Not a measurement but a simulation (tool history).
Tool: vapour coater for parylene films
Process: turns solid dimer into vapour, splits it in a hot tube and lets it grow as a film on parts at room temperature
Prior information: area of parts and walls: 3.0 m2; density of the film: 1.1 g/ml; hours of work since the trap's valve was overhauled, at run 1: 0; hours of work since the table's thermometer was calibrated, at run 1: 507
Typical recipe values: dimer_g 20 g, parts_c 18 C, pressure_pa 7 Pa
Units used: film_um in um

run	day	dimer_g	parts_c	pressure_pa	hours of work since the trap's valve was overhauled	hours of work since the table's thermometer was calibrated	film_um
1	0	20	18	7	0	507	3.46
2	0.554	20	18	7	11	518	3.45
3	1.104	20	18	7	22	529	3.47
4	1.762	20	18	7	35	542	3.46
5	2.321	20	18	7	46	553	3.46
6	2.779	20	18	7	55	562	3.45
7	3.3	20	18	7	65	572	3.45
8	3.762	20	18	7	74	581	3.42
9	4.288	20	18	7	84	591	3.43
10	4.967	20	18	6.24	98	605	3.48
11	5.538	20	18	6.24	109	616	3.47
12	6.242	20	11	6.24	123	630	4
13	7.004	20	11	6.24	137	645	3.92
14	7.442	20	18	7	146	653	3.41
15	7.946	20	18	7	156	663	3.44
16	8.342	13	18	7	164	671	2.22
17	9.058	13	18	7	178	685	2.24
18	9.658	13	18	7	190	697	2.18
19	9.983	20	18	7	196	703	3.37
20	10.671	20	18	7	209	717	3.35
21	11.138	9	13	3.96	219	726	1.78
22	11.625	9	13	3.96	228	735	1.81
23	12.083	19	13	11.66	237	744	3.37
24	12.867	20	30	7	253	760	2.69
25	13.338	27	22	8.28	262	769	4.15
26	14.054	28	22	11.45	276	783	4.05
27	14.504	25	15	3.25	285	792	4.79
28	15.146	12	15	4.94	297	805	2.25
29	15.592	12	15	4.94	306	813	2.18
30	16.212	26	17	2.29	318	826	5.04
31	16.671	10	11	8.63	327	835	1.91
32	17.108	10	11	8.63	336	843	1.94
33	17.792	10	11	8.63	349	857	1.85
34	18.325	11	24	2.37	360	867	1.84

Run 35 is up next; what results do you expect?
35	18.971	9	18	2.37	372	880	?

Logged for run 35: film_um 1.65 um.
The same run, on a tool lacking any hidden state, would have yielded film_um 1.75 um.
